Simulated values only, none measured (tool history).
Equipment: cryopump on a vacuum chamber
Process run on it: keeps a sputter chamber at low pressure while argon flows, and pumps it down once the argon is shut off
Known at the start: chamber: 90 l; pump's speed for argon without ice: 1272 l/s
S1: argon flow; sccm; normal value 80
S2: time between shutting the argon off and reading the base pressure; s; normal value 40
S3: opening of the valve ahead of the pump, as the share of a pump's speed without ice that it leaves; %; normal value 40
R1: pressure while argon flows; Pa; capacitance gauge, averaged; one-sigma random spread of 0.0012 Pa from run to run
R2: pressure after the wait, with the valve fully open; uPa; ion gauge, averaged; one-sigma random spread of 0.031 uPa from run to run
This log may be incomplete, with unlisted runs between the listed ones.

Run 1, hour 0.0: usual settings. Result: R1 0.2713 Pa, R2 1.80 uPa.
Run 2, hour 13.8: usual settings. Result: R1 0.2704 Pa, R2 1.84 uPa.
Run 3, hour 27.8: usual settings but S2 80 s. Result: R1 0.2728 Pa, R2 1.16 uPa.
Run 4, hour 36.5: usual settings but S2 80 s. Result: R1 0.2723 Pa, R2 1.10 uPa.
Run 5, hour 44.9: usual settings but S2 26 s. Result: R1 0.2724 Pa, R2 2.56 uPa.
Run 6, hour 58.9: usual settings but S2 26 s. Result: R1 0.2730 Pa, R2 2.62 uPa.
Run 7, hour 78.7: usual settings but S2 26 s. Result: R1 0.2744 Pa, R2 2.67 uPa.
Run 8, hour 92.6: usual settings but S2 26 s. Result: R1 0.2736 Pa, R2 2.59 uPa.
Run 9, hour 106.4: usual settings but S2 26 s. Result: R1 0.2753 Pa, R2 2.59 uPa.
Run 10, hour 121.0: usual settings but S2 20 s. Result: R1 0.2766 Pa, R2 3.23 uPa.
Run 11, hour 131.4: usual settings but S2 20 s. Result: R1 0.2748 Pa, R2 3.20 uPa.
Run 12, hour 150.7: usual settings but S2 20 s. Result: R1 0.2763 Pa, R2 3.27 uPa.
Run 13, hour 166.1: usual settings but S2 20 s. Result: R1 0.2774 Pa, R2 3.24 uPa.
Run 14, hour 175.7: usual settings but S2 20 s. Result: R1 0.2780 Pa, R2 3.20 uPa.
Run 15, hour 194.0: usual settings. Result: R1 0.2766 Pa, R2 1.92 uPa.
Run 16, hour 205.8: usual settings. Result: R1 0.2788 Pa, R2 1.87 uPa.
Run 17, hour 217.2: usual settings. Result: R1 0.2773 Pa, R2 1.91 uPa.
Run 18, hour 227.0: usual settings. Result: R1 0.2796 Pa, R2 1.92 uPa.
Run 19, hour 240.1: usual settings but S3 54 %. Result: R1 0.2104 Pa, R2 1.88 uPa.
Run 20, hour 248.5: usual settings but S1 63 sccm, S2 130 s, S3 27 %. Result: R1 0.3203 Pa, R2 1.01 uPa.
Run 21, hour 260.9: usual settings but S1 63 sccm, S2 130 s, S3 27 %. Result: R1 0.3205 Pa, R2 0.97 uPa.
Run 22, hour 274.7: usual settings but S1 68 sccm. Result: R1 0.2394 Pa, R2 1.90 uPa.
Run 23, hour 286.5: usual settings but S1 68 sccm, S2 28 s. Result: R1 0.2384 Pa, R2 2.61 uPa.
Run 24, hour 299.1: usual settings but S1 93 sccm, S2 294 s. Result: R1 0.3283 Pa, R2 0.75 uPa.
Run 25, hour 313.5: usual settings but S1 95 sccm, S2 264 s. Result: R1 0.3363 Pa, R2 0.81 uPa.
Run 26, hour 324.0: usual settings but S1 115 sccm, S2 229 s. Result: R1 0.4067 Pa, R2 0.83 uPa.
Run 27, hour 333.3: usual settings but S1 115 sccm, S2 229 s. Result: R1 0.4106 Pa, R2 0.82 uPa.
Run 28, hour 349.4: usual settings but S1 55 sccm, S2 226 s, S3 21 %. Result: R1 0.3633 Pa, R2 0.84 uPa.
Run 29, hour 357.5: usual settings but S1 64 sccm, S2 287 s, S3 21 %. Result: R1 0.4164 Pa, R2 0.75 uPa.
Run 30, hour 375.1: usual settings but S2 25 s. Result: R1 0.2870 Pa, R2 2.80 uPa.
Run 31, hour 393.4: usual settings but S1 123 sccm, S2 94 s. Result: R1 0.4390 Pa, R2 1.16 uPa.
Run 32, hour 410.9: usual settings but S1 36 sccm, S2 74 s, S3 25 %. Result: R1 0.1995 Pa, R2 1.42 uPa.

Forecast each of these 4 alternatives for the next run:
Run A, hour 425.2: usual settings but S1 39 sccm, S2 280 s, S3 25 %. Result: R1 ?, R2 ?.
Run B, hour 425.2: usual settings but S1 158 sccm, S2 74 s, S3 17 %. Result: R1 ?, R2 ?.
Run C, hour 425.2: usual settings but S1 66 sccm, S2 114 s. Result: R1 ?, R2 ?.
Run D, hour 425.2: usual settings but S1 84 sccm, S2 190 s. Result: R1 ?, R2 ?.

run      R1    R2
  A  0.2175  0.80
  B  1.2707  1.36
  C  0.2370  1.15
  D  0.3022  0.94
With the hidden condition removed and each run's random variation left untouched, the same runs would have given:
run      R1    R2
  A  0.2066  0.42
  B  1.2268  0.99
  C  0.2186  0.77
  D  0.2787  0.55
